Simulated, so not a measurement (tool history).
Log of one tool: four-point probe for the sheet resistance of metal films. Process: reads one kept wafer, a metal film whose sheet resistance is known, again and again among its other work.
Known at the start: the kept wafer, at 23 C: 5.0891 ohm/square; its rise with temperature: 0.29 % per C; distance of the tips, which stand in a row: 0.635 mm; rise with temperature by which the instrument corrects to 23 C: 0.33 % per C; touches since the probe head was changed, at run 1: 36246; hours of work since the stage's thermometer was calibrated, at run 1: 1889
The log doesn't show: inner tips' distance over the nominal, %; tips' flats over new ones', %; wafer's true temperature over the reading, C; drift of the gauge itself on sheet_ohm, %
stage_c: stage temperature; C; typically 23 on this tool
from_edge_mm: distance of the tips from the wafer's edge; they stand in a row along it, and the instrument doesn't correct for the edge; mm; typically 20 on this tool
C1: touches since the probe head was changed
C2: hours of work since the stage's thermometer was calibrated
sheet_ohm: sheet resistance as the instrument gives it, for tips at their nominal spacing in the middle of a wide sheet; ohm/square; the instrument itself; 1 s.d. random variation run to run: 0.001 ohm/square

Run 1, day 0: usual settings; C1 36246; C2 1889. Result: sheet_ohm 5.134601 ohm/square.
Run 2, day 4.838: usual settings; C1 41186; C2 1968. Result: sheet_ohm 5.138263 ohm/square.
Run 3, day 8.771: usual settings; C1 45201; C2 2033. Result: sheet_ohm 5.140764 ohm/square.
Run 4, day 12.262: usual settings but stage_c 32 C; C1 48766; C2 2090. Result: sheet_ohm 5.122389 ohm/square.
Run 5, day 15.429: usual settings but from_edge_mm 4 mm; C1 51996; C2 2142. Result: sheet_ohm 5.208373 ohm/square.
Run 6, day 19.683: usual settings but from_edge_mm 4 mm; C1 56343; C2 2212. Result: sheet_ohm 5.210117 ohm/square.
At day 23.979: stage's thermometer calibrated.
Run 7, day 24.462: usual settings; C1 61197; C2 8. Result: sheet_ohm 5.146699 ohm/square.
Run 8, day 29.208: usual settings; C1 66042; C2 86. Result: sheet_ohm 5.151101 ohm/square.
Run 9, day 34.012: usual settings; C1 70950; C2 165. Result: sheet_ohm 5.152812 ohm/square.
Run 10, day 38.192: usual settings; C1 75217; C2 234. Result: sheet_ohm 5.153559 ohm/square.
Run 11, day 41.1: usual settings; C1 78182; C2 281. Result: sheet_ohm 5.154319 ohm/square.
Run 12, day 43.542: usual settings; C1 80675; C2 321. Result: sheet_ohm 5.153511 ohm/square.
Run 13, day 48.333: usual settings but stage_c 34 C; C1 85570; C2 400. Result: sheet_ohm 5.136184 ohm/square.
At day 51.212: stage's thermometer calibrated, once more.
Run 14, day 51.917: usual settings; C1 89207; C2 12. Result: sheet_ohm 5.146909 ohm/square.
Run 15, day 54.971: usual settings but stage_c 34 C, from_edge_mm 6 mm; C1 92326; C2 62. Result: sheet_ohm 5.155226 ohm/square.
Run 16, day 59.617: usual settings but stage_c 24 C, from_edge_mm 37 mm; C1 97068; C2 138. Result: sheet_ohm 5.144448 ohm/square.
Run 17, day 63.4: usual settings but stage_c 21 C, from_edge_mm 69 mm; C1 100931; C2 200. Result: sheet_ohm 5.157036 ohm/square.
Run 18, day 67.679: usual settings but from_edge_mm 6 mm; C1 105300; C2 271. Result: sheet_ohm 5.18315 ohm/square.
Run 19, day 70.471: usual settings but stage_c 20 C, from_edge_mm 5 mm; C1 108150; C2 317. Result: sheet_ohm 5.204068 ohm/square.
At day 73.912: new probe head fitted.
Run 20, day 74.5: usual settings but stage_c 30 C, from_edge_mm 12 mm; C1 602; C2 382. Result: sheet_ohm 5.083072 ohm/square.
Run 21, day 78.858: usual settings but stage_c 22 C, from_edge_mm 41 mm; C1 5051; C2 454. Result: sheet_ohm 5.094231 ohm/square.
Run 22, day 81.608: usual settings but stage_c 22 C, from_edge_mm 47 mm; C1 7857; C2 499. Result: sheet_ohm 5.095613 ohm/square.
Run 23, day 84.883: usual settings but stage_c 24 C, from_edge_mm 15 mm; C1 11201; C2 553. Result: sheet_ohm 5.096168 ohm/square.
Run 24, day 87.833: usual settings but stage_c 18 C, from_edge_mm 15 mm; C1 14213; C2 601. Result: sheet_ohm 5.111644 ohm/square.
Run 25, day 91.671: usual settings but stage_c 34 C; C1 18131; C2 664. Result: sheet_ohm 5.080086 ohm/square.
Run 26, day 95.004: usual settings but stage_c 24 C, from_edge_mm 5 mm; C1 21534; C2 719. Result: sheet_ohm 5.138735 ohm/square.

Predict each of these 3 candidate next runs independently; none follows another, all start after run 26:
Run A, day 98.588: usual settings but from_edge_mm 19 mm; C1 25190; C2 778. Result: sheet_ohm ?.
Run B, day 98.588: usual settings but stage_c 31 C, from_edge_mm 4 mm; C1 25190; C2 778. Result: sheet_ohm ?.
Run C, day 98.588: usual settings but stage_c 20 C, from_edge_mm 30 mm; C1 25190; C2 778. Result: sheet_ohm ?.

run  sheet_ohm
  A   5.101377
  B   5.154971
  C   5.105999
The same runs, with their run-to-run variation unchanged, on a tool lacking any hidden condition would have given:
run  sheet_ohm
  A   5.090458
  B   5.143997
  C    5.09505
